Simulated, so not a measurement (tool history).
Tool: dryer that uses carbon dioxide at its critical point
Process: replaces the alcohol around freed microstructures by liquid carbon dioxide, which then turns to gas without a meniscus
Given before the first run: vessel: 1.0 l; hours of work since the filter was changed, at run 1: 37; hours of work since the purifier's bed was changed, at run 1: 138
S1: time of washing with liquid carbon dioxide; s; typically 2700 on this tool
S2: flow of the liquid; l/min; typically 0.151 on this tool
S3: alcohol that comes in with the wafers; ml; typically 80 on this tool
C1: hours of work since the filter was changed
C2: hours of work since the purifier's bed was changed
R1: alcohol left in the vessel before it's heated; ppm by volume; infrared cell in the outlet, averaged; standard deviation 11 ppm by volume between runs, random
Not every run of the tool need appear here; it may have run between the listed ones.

run	hour	S1	S2	S3	C1	C2	R1
1	0.0	2700	0.151	80	37	138	784
2	14.1	2700	0.094	80	47	148	4929
3	27.6	2700	0.151	80	56	157	826
4	37.2	2700	0.151	80	62	163	835
5	47.4	2700	0.151	80	69	170	805
6	61.3	2700	0.151	80	79	180	840
7	75.5	2700	0.151	80	88	189	861
8	84.9	2700	0.151	80	95	196	878
9	95.8	2700	0.151	94	102	203	1026
10	106.3	2700	0.151	94	109	210	1009
11	114.5	2700	0.151	30	115	216	376
12	129.6	2700	0.151	30	125	226	390
13	140.5	2940	0.220	28	132	233	99
14	150.7	2940	0.220	28	139	240	101
15	158.5	2940	0.220	28	144	245	103
16	176.2	2940	0.220	28	156	257	118
17	192.0	2760	0.105	21	167	268	1025
18	200.5	1800	0.097	21	173	274	3334
19	210.1	2100	0.097	22	179	280	2640

Predict the results of run 20:
# hour 216.9: inlet filter changed
20	228.3	2100	0.097	22	8	292	?

R1: 2348 ppm by volume
With no hidden state in the tool, this same run would have given R1 2221 ppm by volume.
